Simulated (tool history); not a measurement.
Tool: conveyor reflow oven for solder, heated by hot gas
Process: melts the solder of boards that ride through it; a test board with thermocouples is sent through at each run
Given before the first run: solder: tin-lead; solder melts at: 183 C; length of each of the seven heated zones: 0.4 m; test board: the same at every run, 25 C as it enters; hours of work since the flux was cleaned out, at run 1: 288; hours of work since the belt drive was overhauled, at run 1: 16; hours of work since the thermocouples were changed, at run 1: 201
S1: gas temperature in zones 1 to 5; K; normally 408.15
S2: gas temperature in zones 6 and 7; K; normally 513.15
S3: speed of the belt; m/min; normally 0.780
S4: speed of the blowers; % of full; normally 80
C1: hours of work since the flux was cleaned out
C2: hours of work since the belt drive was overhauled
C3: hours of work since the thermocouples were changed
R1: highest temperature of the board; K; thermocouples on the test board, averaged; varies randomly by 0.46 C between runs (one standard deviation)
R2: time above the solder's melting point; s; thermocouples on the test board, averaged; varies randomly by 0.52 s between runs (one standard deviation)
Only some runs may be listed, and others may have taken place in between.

{"run": 1, "day": 0.0, "S1": 408.15, "S2": 513.15, "S3": 0.78, "S4": 80, "C1": 288, "C2": 16, "C3": 201, "R1": 496.45, "R2": 48.0}
{"run": 2, "day": 1.738, "S1": 408.15, "S2": 520.15, "S3": 0.78, "S4": 80, "C1": 317, "C2": 45, "C3": 230, "R1": 502.45, "R2": 51.4}
{"run": 3, "day": 3.4, "S1": 408.15, "S2": 520.15, "S3": 0.78, "S4": 80, "C1": 345, "C2": 73, "C3": 258, "R1": 502.65, "R2": 52.0}
{"run": 4, "day": 4.554, "S1": 408.15, "S2": 520.15, "S3": 0.78, "S4": 80, "C1": 365, "C2": 92, "C3": 278, "R1": 502.35, "R2": 52.4}
{"run": 5, "day": 5.492, "S1": 408.15, "S2": 513.15, "S3": 0.646, "S4": 80, "C1": 380, "C2": 108, "C3": 294, "R1": 501.65, "R2": 63.0}
{"run": 6, "day": 6.746, "S1": 408.15, "S2": 513.15, "S3": 0.646, "S4": 80, "C1": 401, "C2": 129, "C3": 315, "R1": 502.35, "R2": 62.2}
{"run": 7, "day": 8.904, "S1": 408.15, "S2": 513.15, "S3": 0.75, "S4": 80, "C1": 438, "C2": 165, "C3": 351, "R1": 498.15, "R2": 51.8}
{"day": 11.25, "done": "flux residue cleaned out of gas plates and filters"}
{"run": 8, "day": 11.338, "S1": 408.15, "S2": 513.15, "S3": 0.927, "S4": 80, "C1": 1, "C2": 203, "C3": 388, "R1": 492.05, "R2": 37.2}
{"run": 9, "day": 12.646, "S1": 408.15, "S2": 513.15, "S3": 0.78, "S4": 80, "C1": 23, "C2": 225, "C3": 410, "R1": 497.15, "R2": 48.8}
{"run": 10, "day": 14.6, "S1": 408.15, "S2": 513.15, "S3": 0.78, "S4": 51, "C1": 56, "C2": 258, "C3": 443, "R1": 489.65, "R2": 44.4}
{"run": 11, "day": 16.838, "S1": 408.15, "S2": 513.15, "S3": 0.78, "S4": 51, "C1": 94, "C2": 296, "C3": 481, "R1": 489.25, "R2": 43.7}
{"run": 12, "day": 18.642, "S1": 408.15, "S2": 513.15, "S3": 0.78, "S4": 50, "C1": 124, "C2": 326, "C3": 512, "R1": 489.05, "R2": 42.1}
{"run": 13, "day": 20.733, "S1": 408.15, "S2": 516.15, "S3": 0.885, "S4": 80, "C1": 160, "C2": 361, "C3": 547, "R1": 495.75, "R2": 41.8}
{"run": 14, "day": 22.921, "S1": 397.15, "S2": 513.15, "S3": 0.757, "S4": 80, "C1": 196, "C2": 398, "C3": 584, "R1": 495.75, "R2": 47.9}
{"day": 24.475, "done": "thermocouples of zones 6 and 7 changed"}
{"run": 15, "day": 25.233, "S1": 397.15, "S2": 507.15, "S3": 0.757, "S4": 80, "C1": 234, "C2": 436, "C3": 13, "R1": 491.05, "R2": 44.7}
{"run": 16, "day": 27.025, "S1": 408.15, "S2": 509.15, "S3": 0.703, "S4": 80, "C1": 264, "C2": 466, "C3": 43, "R1": 496.75, "R2": 54.2}

Run 17, settings as shown, results not yet in. Your forecast:
{"run": 17, "day": 29.154, "S1": 393.15, "S2": 509.15, "S3": 0.703, "S4": 80, "C1": 300, "C2": 502, "C3": 79, "R1": "?", "R2": "?"}

Logged for run 17: R1 494.35 K, R2 49.3 s.
Without the tool's hidden state the same run would have given R1 494.55 K, R2 49.4 s.

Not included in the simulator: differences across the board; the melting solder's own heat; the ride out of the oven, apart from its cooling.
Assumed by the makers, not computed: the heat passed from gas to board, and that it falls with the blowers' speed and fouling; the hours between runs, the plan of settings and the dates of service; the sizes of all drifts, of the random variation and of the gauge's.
